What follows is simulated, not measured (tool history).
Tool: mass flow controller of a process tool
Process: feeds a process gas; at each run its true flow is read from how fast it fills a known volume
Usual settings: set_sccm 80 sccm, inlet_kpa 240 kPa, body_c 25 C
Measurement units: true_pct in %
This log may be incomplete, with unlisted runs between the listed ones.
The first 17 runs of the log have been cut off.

{"run": 18, "day": 261.05, "set_sccm": 80, "inlet_kpa": 240, "body_c": 25, "true_pct": 99.89}
{"run": 19, "day": 280.288, "set_sccm": 80, "inlet_kpa": 240, "body_c": 25, "true_pct": 99.85}
{"run": 20, "day": 298.858, "set_sccm": 80, "inlet_kpa": 240, "body_c": 25, "true_pct": 99.88}
{"run": 21, "day": 310.992, "set_sccm": 80, "inlet_kpa": 240, "body_c": 25, "true_pct": 99.67}
{"run": 22, "day": 322.125, "set_sccm": 80, "inlet_kpa": 240, "body_c": 25, "true_pct": 99.79}
{"run": 23, "day": 342.479, "set_sccm": 80, "inlet_kpa": 240, "body_c": 25, "true_pct": 99.95}
{"run": 24, "day": 357.062, "set_sccm": 40, "inlet_kpa": 240, "body_c": 25, "true_pct": 98.95}
{"run": 25, "day": 375.521, "set_sccm": 71, "inlet_kpa": 276, "body_c": 27, "true_pct": 99.78}
{"run": 26, "day": 395.375, "set_sccm": 71, "inlet_kpa": 276, "body_c": 27, "true_pct": 99.71}
{"run": 27, "day": 408.683, "set_sccm": 71, "inlet_kpa": 276, "body_c": 27, "true_pct": 99.79}
{"day": 428.992, "done": "controller's zero set anew"}
{"run": 28, "day": 429.671, "set_sccm": 13, "inlet_kpa": 276, "body_c": 25, "true_pct": 98.61}

Predict the results of run 29:
{"run": 29, "day": 443.05, "set_sccm": 13, "inlet_kpa": 155, "body_c": 30, "true_pct": "?"}

{"run 29": {"true_pct": 97.75}}
Without the tool's hidden state the same run would have given true_pct 97.76 %.
